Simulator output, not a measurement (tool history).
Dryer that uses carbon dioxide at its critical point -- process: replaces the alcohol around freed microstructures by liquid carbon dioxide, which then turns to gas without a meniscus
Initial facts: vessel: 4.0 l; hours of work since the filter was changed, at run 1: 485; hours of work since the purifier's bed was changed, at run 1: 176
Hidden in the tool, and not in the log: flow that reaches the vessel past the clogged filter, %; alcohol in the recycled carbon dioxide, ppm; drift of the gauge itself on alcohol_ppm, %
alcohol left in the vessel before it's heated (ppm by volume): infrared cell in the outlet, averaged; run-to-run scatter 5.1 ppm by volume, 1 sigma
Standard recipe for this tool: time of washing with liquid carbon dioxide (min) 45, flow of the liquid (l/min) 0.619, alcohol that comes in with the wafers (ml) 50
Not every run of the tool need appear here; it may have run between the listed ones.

run   hour  time of washing with liquid carbon dioxide (min)  flow of the liquid (l/min)  alcohol that comes in with the wafers (ml)  hours of work since the filter was changed  hours of work since the purifier's bed was changed  alcohol left in the vessel before it's heated (ppm by volume)
  1    0.0                                                45                       0.619                                          50                                         485                                                 176                                                            133
  2   18.3                                                45                       0.619                                          50                                         491                                                 182                                                            130
  3   33.1                                                45                       0.619                                          50                                         497                                                 188                                                            127
  4   47.3                                                45                       0.674                                          50                                         502                                                 193                                                             97
  5   59.3                                                45                       0.674                                          50                                         506                                                 197                                                             98
  6   78.2                                                45                       0.674                                          50                                         513                                                 204                                                             92
  7   96.6                                                51                       0.763                                          91                                         520                                                 211                                                             58
  8  110.4                                                51                       0.613                                          91                                         524                                                 215                                                            125
  9  126.8                                                40                       1.019                                          23                                         530                                                 221                                                             36
 10  144.7                                                55                       0.619                                          42                                         537                                                 228                                                             69
 11  160.0                                                68                       0.619                                          42                                         542                                                 233                                                             53

Predict each of these 3 candidate next runs independently; none follows another, all start after run 11:
  A  176.8                                                68                       0.619                                         114                                         548                                                 239                                                              ?
  B  176.8                                                28                       0.619                                          60                                         548                                                 239                                                              ?
  C  176.8                                                31                       0.826                                          22                                         548                                                 239                                                              ?

run  alcohol left in the vessel before it's heated (ppm by volume)
  A                                                             55
  B                                                            747
  C                                                            102
Without the tool's unlogged condition, the same runs would have read:
run  alcohol left in the vessel before it's heated (ppm by volume)
  A                                                             14
  B                                                            608
  C                                                             53
